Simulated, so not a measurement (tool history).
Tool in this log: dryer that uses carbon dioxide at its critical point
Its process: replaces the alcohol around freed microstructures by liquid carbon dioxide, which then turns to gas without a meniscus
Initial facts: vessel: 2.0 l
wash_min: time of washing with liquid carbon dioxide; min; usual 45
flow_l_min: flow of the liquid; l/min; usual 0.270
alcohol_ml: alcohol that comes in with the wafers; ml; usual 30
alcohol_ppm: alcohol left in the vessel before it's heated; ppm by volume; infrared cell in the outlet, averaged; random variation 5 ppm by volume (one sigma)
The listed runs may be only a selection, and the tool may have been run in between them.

run,hour,wash_min,flow_l_min,alcohol_ml,alcohol_ppm
1,0.0,45,0.270,30,69
2,14.2,45,0.270,30,76
3,28.0,45,0.270,30,71
4,38.6,45,0.270,30,72
5,50.9,45,0.270,30,71
6,60.3,45,0.270,30,82
7,74.6,45,0.270,30,90
8,85.8,45,0.425,30,37
9,94.6,45,0.425,30,31
10,101.0,45,0.270,30,89
11,113.3,45,0.270,30,91
12,126.6,33,0.270,30,291
13,136.8,33,0.270,37,352
14,150.7,45,0.270,30,91
15,165.6,45,0.256,30,118
16,172.8,45,0.270,30,98
17,187.6,45,0.270,30,95
18,197.1,61,0.270,30,45
19,209.5,39,0.313,92,221
20,223.5,38,0.270,64,360
21,229.8,41,0.270,43,185
22,239.7,52,0.274,25,62
23,254.0,51,0.197,54,405
24,266.5,72,0.399,48,41
25,273.7,58,0.304,30,52
26,284.3,45,0.335,94,109
27,296.5,45,0.335,94,102
28,309.5,45,0.335,46,72
29,324.2,66,0.315,57,38
30,337.9,66,0.315,57,56
31,348.0,45,0.183,59,1001
# hour 360.2: inlet filter changed
32,364.2,39,0.218,105,1067
33,371.1,39,0.218,105,1062

Branching from run 33: 3 alternative next runs. What would each branch give?
A,379.1,61,0.345,105,?
B,379.1,45,0.443,66,?
C,379.1,58,0.270,109,?

run,alcohol_ppm
A,63
B,57
C,74
Take away the tool's hidden state, keep each run's random variation, and the runs would have read:
run,alcohol_ppm
A,17
B,9
C,27

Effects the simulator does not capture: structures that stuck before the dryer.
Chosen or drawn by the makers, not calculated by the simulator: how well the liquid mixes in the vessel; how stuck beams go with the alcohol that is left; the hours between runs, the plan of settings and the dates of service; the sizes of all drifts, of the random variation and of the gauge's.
